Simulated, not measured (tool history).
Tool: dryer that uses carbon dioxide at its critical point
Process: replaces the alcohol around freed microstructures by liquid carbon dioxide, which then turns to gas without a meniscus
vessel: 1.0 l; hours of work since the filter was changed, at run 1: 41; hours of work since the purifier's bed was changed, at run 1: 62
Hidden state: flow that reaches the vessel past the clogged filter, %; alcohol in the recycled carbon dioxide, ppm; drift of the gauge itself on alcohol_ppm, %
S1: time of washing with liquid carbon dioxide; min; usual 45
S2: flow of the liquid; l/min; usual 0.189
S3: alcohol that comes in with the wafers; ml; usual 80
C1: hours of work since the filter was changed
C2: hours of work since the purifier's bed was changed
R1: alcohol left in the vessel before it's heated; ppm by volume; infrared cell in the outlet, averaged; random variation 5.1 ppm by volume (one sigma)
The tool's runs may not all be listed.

run,day,S1,S2,S3,C1,C2,R1
1,0,45,0.189,80,41,62,95
2,0.392,45,0.189,59,47,67,72
3,0.588,45,0.189,59,50,70,74
4,0.867,45,0.235,80,54,75,26
5,1.067,68,0.189,80,57,78,31
6,1.508,45,0.22,80,64,84,45
7,1.775,45,0.22,80,68,89,54
8,2.15,45,0.268,80,74,94,28
9,2.342,45,0.189,80,77,97,105
10,2.692,34,0.189,80,82,103,448
11,3.075,45,0.189,80,88,108,101
12,3.512,45,0.189,80,94,115,115
13,3.792,45,0.143,80,99,119,482
14,4.062,45,0.189,80,103,123,118
15,4.358,45,0.321,95,107,128,31
16,4.55,69,0.137,95,110,131,88
17,4.833,36,0.113,34,115,135,1382
18,5.242,66,0.3,38,121,141,45
19,5.654,42,0.3,22,127,148,49
20,5.962,35,0.189,80,132,152,444
21,6.208,69,0.31,35,136,156,43
22,6.438,40,0.2,80,139,159,182
23,6.779,40,0.2,80,144,165,181
24,7.042,38,0.209,80,148,169,185
25,7.367,29,0.128,29,153,174,1652
26,7.554,45,0.209,82,156,176,95
27,7.796,45,0.209,82,160,180,99
28,8.138,45,0.209,82,165,185,97

Hidden state or all else? Some run-to-run changes of R1, split into what the settings, what came in and random variation would give without the hidden state, and what is left for the hidden state (with any gauge scatter that isn't in both results):
Run 24 -> 25: S1 38 -> 29, S2 0.209 -> 0.128, S3 80 -> 29. R1 +1467 ppm by volume: hidden state +286, all else +1181.
Run 25 -> 26: S1 29 -> 45, S2 0.128 -> 0.209, S3 29 -> 82. R1 -1557 ppm by volume: hidden state -319, all else -1238.

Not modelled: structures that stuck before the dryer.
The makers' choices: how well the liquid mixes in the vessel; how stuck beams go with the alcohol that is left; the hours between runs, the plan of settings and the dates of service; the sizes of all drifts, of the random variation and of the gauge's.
